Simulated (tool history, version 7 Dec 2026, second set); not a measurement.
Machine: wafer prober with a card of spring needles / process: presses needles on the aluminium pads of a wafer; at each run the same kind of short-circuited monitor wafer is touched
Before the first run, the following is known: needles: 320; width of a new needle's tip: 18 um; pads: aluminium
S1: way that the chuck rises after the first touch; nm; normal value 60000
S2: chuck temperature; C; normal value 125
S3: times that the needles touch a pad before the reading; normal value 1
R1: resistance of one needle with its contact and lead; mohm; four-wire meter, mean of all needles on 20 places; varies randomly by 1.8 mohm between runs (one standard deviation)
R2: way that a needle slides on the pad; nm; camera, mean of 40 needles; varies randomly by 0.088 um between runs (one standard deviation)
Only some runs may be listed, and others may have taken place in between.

Run 1, hour 0: usual settings. Result: R1 201 mohm, R2 11520 nm.
At hour 0.9: tips cleaned on abrasive film.
At hour 4.8: tips cleaned on abrasive film.
At hour 8.8: tips cleaned on abrasive film.
At hour 12: tips cleaned on abrasive film.
At hour 15.9: tips cleaned on abrasive film.
At hour 19.9: tips cleaned on abrasive film.
At hour 23.8: tips cleaned on abrasive film.
At hour 27.8: tips cleaned on abrasive film.
At hour 31: tips cleaned on abrasive film.
At hour 34.9: tips cleaned on abrasive film.
At hour 38.9: tips cleaned on abrasive film.
At hour 42.9: tips cleaned on abrasive film.
At hour 46.1: tips cleaned on abrasive film.
Run 2, hour 46.1: usual settings. Result: R1 190 mohm, R2 11390 nm.
At hour 49.3: tips cleaned on abrasive film.
At hour 53.3: tips cleaned on abrasive film.
At hour 56.5: tips cleaned on abrasive film.
At hour 60.4: tips cleaned on abrasive film.
At hour 63.6: tips cleaned on abrasive film.
At hour 66.8: tips cleaned on abrasive film.
At hour 70.8: tips cleaned on abrasive film.
At hour 73.9: tips cleaned on abrasive film.
At hour 77.9: tips cleaned on abrasive film.
At hour 81.9: tips cleaned on abrasive film.
At hour 85.8: tips cleaned on abrasive film.
At hour 89: tips cleaned on abrasive film.
At hour 93: tips cleaned on abrasive film.
At hour 96.1: tips cleaned on abrasive film.
At hour 100.1: tips cleaned on abrasive film.
At hour 103.3: tips cleaned on abrasive film.
At hour 106.5: tips cleaned on abrasive film.
At hour 110.4: tips cleaned on abrasive film.
Run 3, hour 110.8: usual settings. Result: R1 194 mohm, R2 11290 nm.
At hour 114: tips cleaned on abrasive film.
At hour 117.2: tips cleaned on abrasive film.
At hour 120.4: tips cleaned on abrasive film.
At hour 124.4: tips cleaned on abrasive film.
At hour 127.5: tips cleaned on abrasive film.
At hour 131.5: tips cleaned on abrasive film.
At hour 134.7: tips cleaned on abrasive film.
At hour 137.9: tips cleaned on abrasive film.
At hour 141.8: tips cleaned on abrasive film.
At hour 145.8: tips cleaned on abrasive film.
At hour 149: tips cleaned on abrasive film.
At hour 152.9: tips cleaned on abrasive film.
At hour 156.9: tips cleaned on abrasive film.
At hour 160.1: tips cleaned on abrasive film.
Run 4, hour 163: usual settings but S1 40000 nm. Result: R1 250 mohm, R2 6920 nm.
At hour 163.9: tips cleaned on abrasive film.
At hour 167.9: tips cleaned on abrasive film.
At hour 171: tips cleaned on abrasive film.
At hour 174.2: tips cleaned on abrasive film.
At hour 178.2: tips cleaned on abrasive film.
At hour 181.4: tips cleaned on abrasive film.
At hour 185.3: tips cleaned on abrasive film.
At hour 189.3: tips cleaned on abrasive film.
At hour 193.2: tips cleaned on abrasive film.
At hour 196.4: tips cleaned on abrasive film.
At hour 200.4: tips cleaned on abrasive film.
At hour 204.4: tips cleaned on abrasive film.
At hour 207.5: tips cleaned on abrasive film.
At hour 211.5: tips cleaned on abrasive film.
At hour 214.7: tips cleaned on abrasive film.
At hour 218.6: tips cleaned on abrasive film.
At hour 221.8: tips cleaned on abrasive film.
At hour 225.8: tips cleaned on abrasive film.
Run 5, hour 226.6: usual settings. Result: R1 195 mohm, R2 10660 nm.
At hour 229: tips cleaned on abrasive film.
At hour 233: tips cleaned on abrasive film.
At hour 236.2: tips cleaned on abrasive film.
At hour 239.3: tips cleaned on abrasive film.
At hour 243.3: tips cleaned on abrasive film.
At hour 247.3: tips cleaned on abrasive film.
At hour 251.2: tips cleaned on abrasive film.
At hour 254.4: tips cleaned on abrasive film.
At hour 258.4: tips cleaned on abrasive film.
At hour 262.3: tips cleaned on abrasive film.
At hour 266.3: tips cleaned on abrasive film.
At hour 270.2: tips cleaned on abrasive film.
At hour 273.4: tips cleaned on abrasive film.
At hour 277.4: tips cleaned on abrasive film.
At hour 281.3: tips cleaned on abrasive film.
At hour 284.5: tips cleaned on abrasive film.
Run 6, hour 286.1: usual settings. Result: R1 206 mohm, R2 10650 nm.
At hour 287.7: tips cleaned on abrasive film.
At hour 290.9: tips cleaned on abrasive film.
At hour 294.9: tips cleaned on abrasive film.
At hour 298.8: tips cleaned on abrasive film.
At hour 300.7: height of the first contact set anew.
At hour 303.1: tips cleaned on abrasive film.
At hour 306.3: tips cleaned on abrasive film.
At hour 310.2: tips cleaned on abrasive film.
At hour 314.2: tips cleaned on abrasive film.
At hour 317.4: tips cleaned on abrasive film.
At hour 320.6: tips cleaned on abrasive film.
At hour 323.7: tips cleaned on abrasive film.
At hour 327.7: tips cleaned on abrasive film.
At hour 330.9: tips cleaned on abrasive film.
At hour 334.8: tips cleaned on abrasive film.
At hour 338.8: tips cleaned on abrasive film.
Run 7, hour 341.3: usual settings. Result: R1 203 mohm, R2 11740 nm.
At hour 342.2: tips cleaned on abrasive film.
At hour 345.4: tips cleaned on abrasive film.
At hour 349.3: tips cleaned on abrasive film.
At hour 353.3: tips cleaned on abrasive film.
At hour 357.2: tips cleaned on abrasive film.
At hour 360.4: tips cleaned on abrasive film.
At hour 363.6: tips cleaned on abrasive film.
At hour 367.6: tips cleaned on abrasive film.
At hour 371.5: tips cleaned on abrasive film.
Run 8, hour 371.5: usual settings but S1 78000 nm. Result: R1 181 mohm, R2 15120 nm.
At hour 375.5: tips cleaned on abrasive film.
At hour 378.7: tips cleaned on abrasive film.
At hour 382.6: tips cleaned on abrasive film.
At hour 385.8: tips cleaned on abrasive film.
At hour 389.8: tips cleaned on abrasive film.
At hour 393.7: tips cleaned on abrasive film.
At hour 405.7: card fitted with new needles.
At hour 408.9: tips cleaned on abrasive film.
At hour 412.9: tips cleaned on abrasive film.
At hour 416.8: tips cleaned on abrasive film.
At hour 420.8: tips cleaned on abrasive film.
At hour 424: tips cleaned on abrasive film.
At hour 427.9: tips cleaned on abrasive film.
At hour 431.9: tips cleaned on abrasive film.
Run 9, hour 433.7: usual settings but S1 46000 nm, S2 32 C. Result: R1 182 mohm, R2 9090 nm.
At hour 435.4: tips cleaned on abrasive film.
At hour 439.3: tips cleaned on abrasive film.
At hour 443.3: tips cleaned on abrasive film.
At hour 447.2: tips cleaned on abrasive film.
At hour 451.2: tips cleaned on abrasive film.
At hour 454.4: tips cleaned on abrasive film.
At hour 458.3: tips cleaned on abrasive film.
At hour 461.5: tips cleaned on abrasive film.
At hour 465.5: tips cleaned on abrasive film.
At hour 468.7: tips cleaned on abrasive film.
At hour 472.6: tips cleaned on abrasive film.
At hour 476.6: tips cleaned on abrasive film.
At hour 480.6: tips cleaned on abrasive film.
At hour 483.7: tips cleaned on abrasive film.
At hour 487.7: tips cleaned on abrasive film.
At hour 491.7: tips cleaned on abrasive film.
At hour 494.8: tips cleaned on abrasive film.
At hour 498.5: tips cleaned on abrasive film.
Run 10, hour 498.5: usual settings but S1 40000 nm, S2 91 C, S3 2. Result: R1 187 mohm, R2 7620 nm.
At hour 501.7: tips cleaned on abrasive film.
At hour 504.9: tips cleaned on abrasive film.
At hour 508.8: tips cleaned on abrasive film.
At hour 512: tips cleaned on abrasive film.
At hour 516: tips cleaned on abrasive film.
At hour 519.9: tips cleaned on abrasive film.
At hour 523.9: tips cleaned on abrasive film.
At hour 527.8: tips cleaned on abrasive film.
At hour 531.8: tips cleaned on abrasive film.
At hour 535.8: tips cleaned on abrasive film.
At hour 539.7: tips cleaned on abrasive film.
At hour 542.9: tips cleaned on abrasive film.
At hour 546.9: tips cleaned on abrasive film.
At hour 550: tips cleaned on abrasive film.
At hour 554: tips cleaned on abrasive film.
At hour 558: tips cleaned on abrasive film.
Run 11, hour 559.6: usual settings but S2 77 C, S3 3. Result: R1 174 mohm, R2 11340 nm.
At hour 561.3: tips cleaned on abrasive film.
At hour 565.2: tips cleaned on abrasive film.
At hour 569.2: tips cleaned on abrasive film.
At hour 573.2: tips cleaned on abrasive film.
At hour 577.1: tips cleaned on abrasive film.
At hour 581.1: tips cleaned on abrasive film.
At hour 585: tips cleaned on abrasive film.
At hour 589: tips cleaned on abrasive film.
At hour 592.9: tips cleaned on abrasive film.
At hour 596.1: tips cleaned on abrasive film.
At hour 599.3: tips cleaned on abrasive film.
At hour 602.5: tips cleaned on abrasive film.
At hour 606.5: tips cleaned on abrasive film.
At hour 609.6: tips cleaned on abrasive film.
At hour 613.6: tips cleaned on abrasive film.
At hour 617.6: tips cleaned on abrasive film.
Run 12, hour 620.5: usual settings but S2 77 C, S3 3. Result: R1 178 mohm, R2 11220 nm.
At hour 621.3: tips cleaned on abrasive film.
At hour 624.5: tips cleaned on abrasive film.
At hour 628.5: tips cleaned on abrasive film.
At hour 631.7: tips cleaned on abrasive film.
At hour 635.6: tips cleaned on abrasive film.
At hour 639.6: tips cleaned on abrasive film.
At hour 643.5: tips cleaned on abrasive film.
At hour 647.5: tips cleaned on abrasive film.
At hour 651.4: tips cleaned on abrasive film.
At hour 655.4: tips cleaned on abrasive film.
At hour 658.6: tips cleaned on abrasive film.
At hour 661.8: tips cleaned on abrasive film.
At hour 665.7: tips cleaned on abrasive film.
At hour 669.7: tips cleaned on abrasive film.
At hour 672.9: tips cleaned on abrasive film.
Run 13, hour 673.1: usual settings but S2 77 C, S3 3. Result: R1 172 mohm, R2 10910 nm.
At hour 676.3: tips cleaned on abrasive film.
At hour 680.2: tips cleaned on abrasive film.
At hour 684.2: tips cleaned on abrasive film.
At hour 687.4: tips cleaned on abrasive film.
At hour 690.6: tips cleaned on abrasive film.
At hour 694.5: tips cleaned on abrasive film.
At hour 698.5: tips cleaned on abrasive film.
Run 14, hour 700: usual settings but S1 43000 nm, S3 2. Result: R1 198 mohm, R2 7570 nm.

4 options for the next run, each taken on its own from the tool as it stands now. Forecast them:
At hour 702.4: tips cleaned on abrasive film.
At hour 705.6: tips cleaned on abrasive film.
At hour 709.6: tips cleaned on abrasive film.
At hour 713.5: tips cleaned on abrasive film.
At hour 717.5: tips cleaned on abrasive film.
At hour 721.4: tips cleaned on abrasive film.
At hour 724.6: tips cleaned on abrasive film.
At hour 728.6: tips cleaned on abrasive film.
At hour 732.5: tips cleaned on abrasive film.
At hour 736.5: tips cleaned on abrasive film.
At hour 740.5: tips cleaned on abrasive film.
At hour 743.6: tips cleaned on abrasive film.
At hour 747.6: tips cleaned on abrasive film.
At hour 751.6: tips cleaned on abrasive film.
Run A, hour 751.7: usual settings but S1 70000 nm, S3 2. Result: R1 ?, R2 ?.
At hour 702.4: tips cleaned on abrasive film.
At hour 705.6: tips cleaned on abrasive film.
At hour 709.6: tips cleaned on abrasive film.
At hour 713.5: tips cleaned on abrasive film.
At hour 717.5: tips cleaned on abrasive film.
At hour 721.4: tips cleaned on abrasive film.
At hour 724.6: tips cleaned on abrasive film.
At hour 728.6: tips cleaned on abrasive film.
At hour 732.5: tips cleaned on abrasive film.
At hour 736.5: tips cleaned on abrasive film.
At hour 740.5: tips cleaned on abrasive film.
At hour 743.6: tips cleaned on abrasive film.
At hour 747.6: tips cleaned on abrasive film.
At hour 751.6: tips cleaned on abrasive film.
Run B, hour 751.7: usual settings but S2 124 C. Result: R1 ?, R2 ?.
At hour 702.4: tips cleaned on abrasive film.
At hour 705.6: tips cleaned on abrasive film.
At hour 709.6: tips cleaned on abrasive film.
At hour 713.5: tips cleaned on abrasive film.
At hour 717.5: tips cleaned on abrasive film.
At hour 721.4: tips cleaned on abrasive film.
At hour 724.6: tips cleaned on abrasive film.
At hour 728.6: tips cleaned on abrasive film.
At hour 732.5: tips cleaned on abrasive film.
At hour 736.5: tips cleaned on abrasive film.
At hour 740.5: tips cleaned on abrasive film.
At hour 743.6: tips cleaned on abrasive film.
At hour 747.6: tips cleaned on abrasive film.
At hour 751.6: tips cleaned on abrasive film.
Run C, hour 751.7: usual settings but S1 43000 nm, S2 77 C, S3 2. Result: R1 ?, R2 ?.
At hour 702.4: tips cleaned on abrasive film.
At hour 705.6: tips cleaned on abrasive film.
At hour 709.6: tips cleaned on abrasive film.
At hour 713.5: tips cleaned on abrasive film.
At hour 717.5: tips cleaned on abrasive film.
At hour 721.4: tips cleaned on abrasive film.
At hour 724.6: tips cleaned on abrasive film.
At hour 728.6: tips cleaned on abrasive film.
At hour 732.5: tips cleaned on abrasive film.
At hour 736.5: tips cleaned on abrasive film.
At hour 740.5: tips cleaned on abrasive film.
At hour 743.6: tips cleaned on abrasive film.
At hour 747.6: tips cleaned on abrasive film.
At hour 751.6: tips cleaned on abrasive film.
Run D, hour 751.7: usual settings but S1 49000 nm, S2 103 C, S3 2. Result: R1 ?, R2 ?.

run   R1     R2
  A  183  12620
  B  183  10740
  C  188   7440
  D  187   8430
Without the tool's hidden state the same runs would have given:
run   R1     R2
  A  179  13760
  B  177  11890
  C  179   8600
  D  180   9580

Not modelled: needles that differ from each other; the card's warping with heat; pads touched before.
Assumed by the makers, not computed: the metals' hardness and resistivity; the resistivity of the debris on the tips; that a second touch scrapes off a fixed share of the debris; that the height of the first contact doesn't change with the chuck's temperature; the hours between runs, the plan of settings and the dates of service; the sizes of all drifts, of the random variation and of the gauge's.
